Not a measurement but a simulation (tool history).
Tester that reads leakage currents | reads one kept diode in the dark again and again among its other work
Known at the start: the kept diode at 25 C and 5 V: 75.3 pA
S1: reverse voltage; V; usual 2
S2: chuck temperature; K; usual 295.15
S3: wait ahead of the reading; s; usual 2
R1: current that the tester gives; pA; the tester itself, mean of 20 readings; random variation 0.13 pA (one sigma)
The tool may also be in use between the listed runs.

run	hour	S1	S2	S3	R1
1	0	2	295.15	2	40.16
2	48.5	2	326.15	2	423.59
3	93.8	2.5	295.15	2	44.3
4	128	2	295.15	2	40.17
5	162.2	10.56	295.15	2	82.56
6	196.3	10.56	295.15	2	82.65
7	245.1	2	295.15	2	40.35
8	279.1	2	295.15	2	40.15
9	312.5	2	319.15	2	258.44
10	343.7	2.43	319.15	2	281.7
11	385.7	2.43	319.15	2	279.88
12	416.6	2	295.15	2	40.1
13	454.5	2	322.15	2	321.15
14	497.2	2	295.15	2	40.42
15	523.1	2	295.15	2	40.21
16	567.3	4.35	322.15	0.37	450.35
17	613.6	4.35	322.15	0.37	449.6
18	652.1	4.35	322.15	0.37	446.9
19	684	2	302.15	3.6	71.25
20	709.6	8.87	301.15	0.46	129.84
21	731.8	1.66	308.15	0.44	106.25
# hour 752.4: chuck's temperature calibrated
22	755.9	14.72	294.15	0.58	94.97
23	779.1	14.72	294.15	1.59	88.32
24	818.2	14.72	294.15	1.59	88.02
25	864.2	1.61	321.15	1.59	271.68
26	890.7	1.61	321.15	1.59	273.45
27	939.2	1.61	321.15	1.59	272.7
28	974	2	295.15	0.71	40.66
29	1002.8	2.85	295.15	0.63	47.93

Forecast each of these 4 alternatives for the next run:
A	1036.2	2.85	295.15	3.71	?
B	1036.2	2	313.15	5.26	?
C	1036.2	2	316.15	2	?
D	1036.2	7.19	308.15	0.63	?

run	R1
A	46.43
B	166.81
C	208.28
D	199.86
Without the tool's hidden state the same runs would have given:
run	R1
A	46.41
B	166.79
C	208.26
D	199.81
